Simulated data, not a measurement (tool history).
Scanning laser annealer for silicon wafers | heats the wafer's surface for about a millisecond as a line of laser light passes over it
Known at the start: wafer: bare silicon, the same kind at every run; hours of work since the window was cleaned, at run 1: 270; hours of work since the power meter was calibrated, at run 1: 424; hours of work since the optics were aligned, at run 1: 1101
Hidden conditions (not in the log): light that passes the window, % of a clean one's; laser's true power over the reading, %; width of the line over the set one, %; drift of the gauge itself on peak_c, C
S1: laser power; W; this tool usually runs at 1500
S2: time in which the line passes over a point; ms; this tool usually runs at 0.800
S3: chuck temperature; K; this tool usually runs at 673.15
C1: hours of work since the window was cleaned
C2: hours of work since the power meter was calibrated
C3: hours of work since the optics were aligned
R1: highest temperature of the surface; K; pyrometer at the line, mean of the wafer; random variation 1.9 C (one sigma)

run	hour	S1	S2	S3	C1	C2	C3	R1
1	0.0	1500	0.800	673.15	270	424	1101	1379.15
2	10.6	1500	0.800	673.15	275	429	1106	1376.15
3	31.1	1500	0.800	673.15	285	439	1115	1378.15
4	48.5	1500	0.800	648.15	293	447	1123	1352.15
5	66.0	1500	0.800	648.15	301	455	1131	1355.15
6	86.5	1500	0.800	648.15	310	464	1140	1354.15
7	103.5	1500	0.800	673.15	318	472	1148	1378.15
8	118.7	1500	0.800	673.15	325	479	1155	1380.15
9	141.7	1500	0.800	673.15	335	489	1166	1379.15
10	155.6	1500	0.800	673.15	342	496	1172	1377.15
11	169.5	1500	0.800	673.15	348	502	1178	1376.15
12	189.3	1623	0.673	673.15	357	511	1187	1384.15
13	211.1	1338	0.710	651.15	367	521	1197	1228.15
14	230.2	1464	0.946	695.15	376	530	1206	1440.15
15	248.6	1352	0.946	680.15	384	538	1215	1352.15
16	270.6	1363	0.715	673.15	394	548	1225	1267.15
17	290.1	1363	0.715	673.15	403	557	1234	1267.15
18	301.1	1583	0.715	682.15	408	562	1239	1393.15
19	318.6	1439	0.746	672.15	416	570	1247	1320.15

3 ways to go on from here, each from the tool as it stands after run 19. What would each give?
A	330.5	1500	0.586	673.15	422	576	1252	?
B	330.5	1530	0.746	672.15	422	576	1252	?
C	330.5	1437	0.886	682.15	422	576	1252	?

run	R1
A	1276.15
B	1371.15
C	1389.15
With no hidden state in the tool, these same runs would have given:
run	R1
A	1276.15
B	1371.15
C	1389.15

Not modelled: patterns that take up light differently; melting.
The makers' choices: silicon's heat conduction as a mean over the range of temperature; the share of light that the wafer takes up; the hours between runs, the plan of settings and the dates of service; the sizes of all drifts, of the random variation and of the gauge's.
